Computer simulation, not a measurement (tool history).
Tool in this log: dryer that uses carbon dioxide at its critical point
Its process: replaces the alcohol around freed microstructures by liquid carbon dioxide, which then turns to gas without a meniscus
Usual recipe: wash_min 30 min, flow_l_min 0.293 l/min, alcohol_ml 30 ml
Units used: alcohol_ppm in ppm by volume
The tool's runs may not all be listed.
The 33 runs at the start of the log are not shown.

run    hour  wash_min  flow_l_min  alcohol_ml  alcohol_ppm
 34  1065.7        36       0.325         106          126
 35  1088.4        36       0.325         106          119
 36  1119.4        46       0.477         106          110
     1136.9  -- inlet filter changed
 37  1161.8        46       0.477         106          103
 38  1198.7        30       0.187          73          871
 39    1223        21       0.293          30          336
 40  1258.3        21       0.293          30          356
 41  1284.7        19       0.199          27         1453
 42  1323.9        31       0.485          67          129
 43  1358.4        27       0.293          24          174
 44  1388.3        29       0.266          30          205
 45  1418.2        29       0.208          30          447
 46  1447.2        29       0.242          30          281

Alternative continuations, all from the tool just after run 46; predict every row:
  A  1469.5        46       0.293          30            ?
  B  1469.5        46       0.478          81            ?
  C  1469.5        31       0.467          30            ?

run  alcohol_ppm
  A          132
  B          133
  C          127
What these runs would have given with no unlogged condition in the tool:
run  alcohol_ppm
  A            5
  B            6
  C            1
